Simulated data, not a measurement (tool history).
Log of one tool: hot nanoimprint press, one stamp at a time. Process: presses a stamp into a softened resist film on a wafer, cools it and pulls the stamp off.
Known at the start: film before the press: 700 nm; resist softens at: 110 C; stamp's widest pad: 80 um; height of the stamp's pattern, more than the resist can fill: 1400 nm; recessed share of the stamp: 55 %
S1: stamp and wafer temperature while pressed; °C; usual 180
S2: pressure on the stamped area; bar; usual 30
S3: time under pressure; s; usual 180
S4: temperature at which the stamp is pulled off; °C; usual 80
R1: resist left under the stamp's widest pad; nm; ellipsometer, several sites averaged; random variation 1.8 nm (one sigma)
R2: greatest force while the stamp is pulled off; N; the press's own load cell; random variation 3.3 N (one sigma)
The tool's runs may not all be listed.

{"run": 1, "hour": 0.0, "S1": 180, "S2": 30, "S3": 180, "S4": 80, "R1": 283.5, "R2": 205}
{"hour": 22.0, "done": "stamp cleaned and given a new release coat"}
{"run": 2, "hour": 45.9, "S1": 180, "S2": 30, "S3": 180, "S4": 80, "R1": 283.5, "R2": 161}
{"run": 3, "hour": 71.6, "S1": 180, "S2": 30, "S3": 180, "S4": 80, "R1": 283.1, "R2": 169}
{"run": 4, "hour": 125.2, "S1": 180, "S2": 30, "S3": 180, "S4": 86, "R1": 285.4, "R2": 146}
{"run": 5, "hour": 164.0, "S1": 180, "S2": 30, "S3": 180, "S4": 80, "R1": 286.6, "R2": 170}
{"run": 6, "hour": 217.5, "S1": 180, "S2": 30, "S3": 180, "S4": 80, "R1": 288.6, "R2": 173}
{"run": 7, "hour": 274.7, "S1": 177, "S2": 39.7, "S3": 107, "S4": 79, "R1": 340, "R2": 187}
{"run": 8, "hour": 316.1, "S1": 177, "S2": 39.7, "S3": 107, "S4": 79, "R1": 343.2, "R2": 185}
{"run": 9, "hour": 374.1, "S1": 190, "S2": 29.1, "S3": 315, "S4": 86, "R1": 163, "R2": 157}
{"run": 10, "hour": 425.6, "S1": 190, "S2": 30.8, "S3": 97, "S4": 78, "R1": 250.9, "R2": 207}
{"run": 11, "hour": 464.6, "S1": 191, "S2": 30.8, "S3": 97, "S4": 70, "R1": 242.9, "R2": 256}

5 ways to go on from here, each from the tool as it stands after run 11. What would each give?
{"run": "A", "hour": 491.4, "S1": 180, "S2": 22.5, "S3": 180, "S4": 80, "R1": "?", "R2": "?"}
{"run": "B", "hour": 491.4, "S1": 180, "S2": 30, "S3": 273, "S4": 70, "R1": "?", "R2": "?"}
{"run": "C", "hour": 491.4, "S1": 191, "S2": 32.1, "S3": 97, "S4": 70, "R1": "?", "R2": "?"}
{"run": "D", "hour": 491.4, "S1": 169, "S2": 30.8, "S3": 97, "S4": 74, "R1": "?", "R2": "?"}
{"run": "E", "hour": 491.4, "S1": 180, "S2": 37.7, "S3": 180, "S4": 80, "R1": "?", "R2": "?"}

run=A R1=337 R2=204
run=B R1=253.6 R2=246
run=C R1=237.6 R2=252
run=D R1=516.7 R2=227
run=E R1=263.6 R2=197
Without the tool's hidden state the same runs would have given:
run=A R1=325.8 R2=162
run=B R1=244.1 R2=196
run=C R1=229.7 R2=201
run=D R1=503.2 R2=181
run=E R1=253.4 R2=157
